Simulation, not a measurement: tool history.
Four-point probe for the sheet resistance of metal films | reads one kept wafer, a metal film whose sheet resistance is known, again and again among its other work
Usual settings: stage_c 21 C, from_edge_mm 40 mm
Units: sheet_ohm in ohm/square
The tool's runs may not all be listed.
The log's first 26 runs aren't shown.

| run | day | stage_c | from_edge_mm | touches since the probe head was changed | hours of work since the stage's thermometer was calibrated | sheet_ohm |
|---|---|---|---|---|---|---|
| 27 | 73.846 | 24 | 23 | 31281 | 221 | 0.370745 |
| 28 | 76.888 | 24 | 23 | 33564 | 254 | 0.370624 |
| 29 | 78.946 | 24 | 23 | 35111 | 276 | 0.370615 |
| 30 | 82.662 | 24 | 23 | 37902 | 316 | 0.370529 |
| 31 | 86.396 | 28 | 17 | 40705 | 357 | 0.371861 |
| 32 | 89.533 | 32 | 4 | 43060 | 390 | 0.390313 |
| 33 | 92.088 | 24 | 17 | 44978 | 418 | 0.370727 |
| 34 | 95.1 | 24 | 5 | 47240 | 450 | 0.382075 |
| 35 | 99.246 | 24 | 5 | 50356 | 495 | 0.381802 |
| 36 | 102.675 | 24 | 5 | 52929 | 532 | 0.381743 |

Forecast run 37:
| 37 | 106.567 | 26 | 20 | 55854 | 574 | ? |

Run 37 gave sheet_ohm 0.370365 ohm/square.
Without the tool's hidden state the same run would have given sheet_ohm 0.373059 ohm/square.
